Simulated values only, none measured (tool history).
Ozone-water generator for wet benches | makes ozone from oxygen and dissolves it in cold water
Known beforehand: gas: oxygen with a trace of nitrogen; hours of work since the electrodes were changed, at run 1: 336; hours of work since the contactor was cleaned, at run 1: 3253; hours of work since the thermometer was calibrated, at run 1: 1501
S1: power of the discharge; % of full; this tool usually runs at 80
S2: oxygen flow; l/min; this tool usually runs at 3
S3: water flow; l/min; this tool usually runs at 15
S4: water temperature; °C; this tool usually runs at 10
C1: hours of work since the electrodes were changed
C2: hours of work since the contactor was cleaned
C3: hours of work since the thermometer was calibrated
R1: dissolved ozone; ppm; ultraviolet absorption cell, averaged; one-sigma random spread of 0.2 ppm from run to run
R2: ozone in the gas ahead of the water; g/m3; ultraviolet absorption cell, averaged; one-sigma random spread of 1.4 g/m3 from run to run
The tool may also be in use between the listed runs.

| run | hour | S1 | S2 | S3 | S4 | C1 | C2 | C3 | R1 | R2 |
|---|---|---|---|---|---|---|---|---|---|---|
| 1 | 0 | 80 | 3 | 15 | 10 | 336 | 3253 | 1501 | 28.7 | 251.9 |
| 2 | 34.5 | 80 | 3 | 15 | 10 | 361 | 3278 | 1526 | 28.5 | 249.1 |
| 3 | 64.5 | 80 | 3 | 15 | 10 | 383 | 3300 | 1548 | 28.5 | 249.1 |
| 4 | 124 | 80 | 3 | 15 | 10 | 426 | 3343 | 1591 | 28.6 | 248.3 |
| 5 | 163.7 | 80 | 3 | 15 | 10 | 455 | 3372 | 1620 | 28.3 | 251.6 |
| 6 | 213.5 | 80 | 3 | 12 | 10 | 491 | 3408 | 1656 | 34.3 | 249.1 |
| 7 | 273.8 | 80 | 3 | 15 | 10 | 535 | 3452 | 1700 | 28.4 | 251.3 |
| 8 | 330.5 | 80 | 3 | 15 | 10 | 576 | 3493 | 1741 | 28.6 | 249.8 |
| 9 | 361.6 | 80 | 3 | 15 | 10 | 598 | 3515 | 1763 | 28.8 | 249.1 |
| 10 | 399.1 | 87 | 3 | 15 | 10 | 625 | 3543 | 1791 | 30.2 | 264.5 |
| 11 | 461.3 | 87 | 3 | 15 | 10 | 671 | 3588 | 1836 | 30.3 | 264.5 |
| 12 | 521.6 | 87 | 3 | 15 | 10 | 714 | 3631 | 1880 | 30 | 265.8 |
| 13 | 587 | 87 | 3 | 15 | 10 | 762 | 3679 | 1927 | 30.4 | 264.9 |
| 14 | 650.9 | 87 | 3 | 15 | 10 | 808 | 3725 | 1973 | 30.2 | 265.1 |
| 15 | 713.9 | 87 | 3 | 15 | 10 | 854 | 3771 | 2019 | 30.1 | 265.6 |
| 16 | 755.3 | 80 | 3 | 15 | 15 | 884 | 3801 | 2049 | 26.5 | 246.8 |
| 17 | 793.8 | 84 | 3 | 13 | 15 | 912 | 3829 | 2077 | 30.9 | 256.5 |
| 18 | 844.6 | 88 | 3.57 | 11 | 10 | 949 | 3866 | 2114 | 39.2 | 244.6 |
| 19 | 891.3 | 88 | 3.57 | 11 | 10 | 983 | 3900 | 2148 | 38.4 | 242.6 |
| 20 | 945.1 | 51 | 3.38 | 22 | 6 | 1022 | 3939 | 2187 | 14.7 | 163.7 |
| 21 | 996.8 | 49 | 3.38 | 18 | 6 | 1059 | 3976 | 2224 | 17.3 | 156.4 |
| 22 | 1060.7 | 49 | 3.38 | 17 | 6 | 1106 | 4023 | 2271 | 18.4 | 157.8 |
| 23 | 1114.4 | 47 | 3.38 | 13 | 6 | 1145 | 4062 | 2310 | 22 | 150.4 |
| 24 | 1171.3 | 57 | 1.82 | 15 | 5 | 1186 | 4103 | 2351 | 19.5 | 239.5 |
| 25 | 1203.6 | 51 | 1.82 | 15 | 5 | 1209 | 4126 | 2375 | 17.5 | 218.2 |
| 26 | 1242.6 | 70 | 4.71 | 23 | 6 | 1238 | 4155 | 2403 | 20.2 | 178.2 |
| 27 | 1287.2 | 70 | 4.71 | 23 | 11 | 1270 | 4187 | 2435 | 19 | 178.2 |
| 28 | 1324.7 | 63 | 1.93 | 9 | 5 | 1297 | 4214 | 2462 | 33.3 | 248.5 |
| 29 | 1366.6 | 52 | 3 | 15 | 6 | 1328 | 4245 | 2493 | 20.6 | 174.4 |
| 30 | 1395.1 | 52 | 3 | 15 | 6 | 1348 | 4265 | 2514 | 20.8 | 173.6 |
| 31 | 1446.3 | 80 | 1.96 | 15 | 10 | 1386 | 4303 | 2551 | 25.3 | 301 |
| 32 | 1504.9 | 80 | 1.83 | 13 | 13 | 1428 | 4345 | 2593 | 27.3 | 308.1 |

Here are 5 independent what-if runs from the current tool condition. What would each one return?
| A | 1543.7 | 83 | 3.34 | 22 | 10 | 1456 | 4373 | 2621 | ? | ? |
| B | 1543.7 | 80 | 3 | 15 | 11 | 1456 | 4373 | 2621 | ? | ? |
| C | 1543.7 | 70 | 3 | 15 | 10 | 1456 | 4373 | 2621 | ? | ? |
| D | 1543.7 | 80 | 2.2 | 21 | 10 | 1456 | 4373 | 2621 | ? | ? |
| E | 1543.7 | 55 | 4.49 | 17 | 13 | 1456 | 4373 | 2621 | ? | ? |

| run | R1 | R2 |
|---|---|---|
| A | 21.3 | 241.8 |
| B | 27.6 | 245.1 |
| C | 24.8 | 220.9 |
| D | 19.2 | 285.1 |
| E | 19.2 | 151.9 |
Without the tool's unlogged condition, the same runs would have read:
| run | R1 | R2 |
|---|---|---|
| A | 22.3 | 248.7 |
| B | 28.9 | 251.9 |
| C | 25.9 | 226.4 |
| D | 20.1 | 293 |
| E | 19.9 | 154.9 |
